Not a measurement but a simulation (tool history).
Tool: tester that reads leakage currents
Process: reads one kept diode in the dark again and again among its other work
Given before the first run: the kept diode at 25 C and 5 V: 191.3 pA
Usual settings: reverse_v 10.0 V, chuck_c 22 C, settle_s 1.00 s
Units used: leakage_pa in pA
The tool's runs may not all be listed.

run,hour,reverse_v,chuck_c,settle_s,leakage_pa
1,0.0,10.0,22,1.00,210.42
2,38.5,10.0,22,1.00,209.10
3,86.5,10.0,22,1.00,208.97
4,121.5,10.0,22,1.00,208.45
5,160.7,3.4,22,1.00,118.08
6,188.2,10.0,21,1.00,190.46
7,225.6,10.0,21,1.00,189.26
8,266.7,10.0,22,1.00,207.76
9,293.8,10.0,22,1.00,208.11
10,345.4,10.0,22,1.00,206.12
11,388.3,10.0,22,1.00,205.80
12,416.9,10.0,22,1.52,205.53
13,466.3,10.0,22,1.52,206.83
14,496.2,10.0,26,1.00,292.56
15,551.9,10.0,22,1.00,205.45
16,584.6,10.0,22,1.00,205.77
17,627.7,10.0,22,1.00,205.29
18,684.7,10.0,21,1.00,186.80
19,725.6,10.0,21,6.00,185.09
20,776.5,10.0,30,1.00,407.89
21,827.1,10.0,30,1.00,409.17
# hour 834.8: probe card cleaned and baked
22,881.6,10.0,30,1.00,407.32
23,909.3,6.2,50,9.22,1564.01
24,966.2,6.2,50,9.22,1563.59
25,1015.7,10.0,50,2.03,2006.39
# hour 1056.4: probe card cleaned and baked, once more
26,1059.2,10.0,58,1.57,3628.61
27,1114.1,1.6,23,0.82,83.70
28,1157.9,10.0,22,5.32,198.56
29,1199.2,3.4,55,1.30,1652.95
30,1257.2,1.6,38,0.85,300.63
31,1294.5,3.0,49,0.77,989.25
32,1352.0,12.1,22,0.37,221.82
33,1393.4,10.0,34,0.64,561.38
34,1445.8,1.2,22,5.86,65.15
35,1501.1,1.2,22,5.86,64.99
36,1545.8,3.2,31,0.76,239.44
37,1580.5,3.2,31,0.76,239.16
38,1627.7,1.9,20,2.85,68.37
39,1656.6,1.9,20,2.85,68.43

Branching from run 39: 5 alternative next runs. What would each branch give?
A,1702.6,1.0,24,6.34,?
B,1702.6,16.9,22,0.45,?
C,1702.6,10.0,27,1.00,?
D,1702.6,1.0,31,2.00,?
E,1702.6,1.1,20,2.85,?

run,leakage_pa
A,69.89
B,260.83
C,305.46
D,129.34
E,51.57
With the hidden condition removed and each run's random variation left untouched, the same runs would have given:
run,leakage_pa
A,75.58
B,280.82
C,329.18
D,139.40
E,55.86
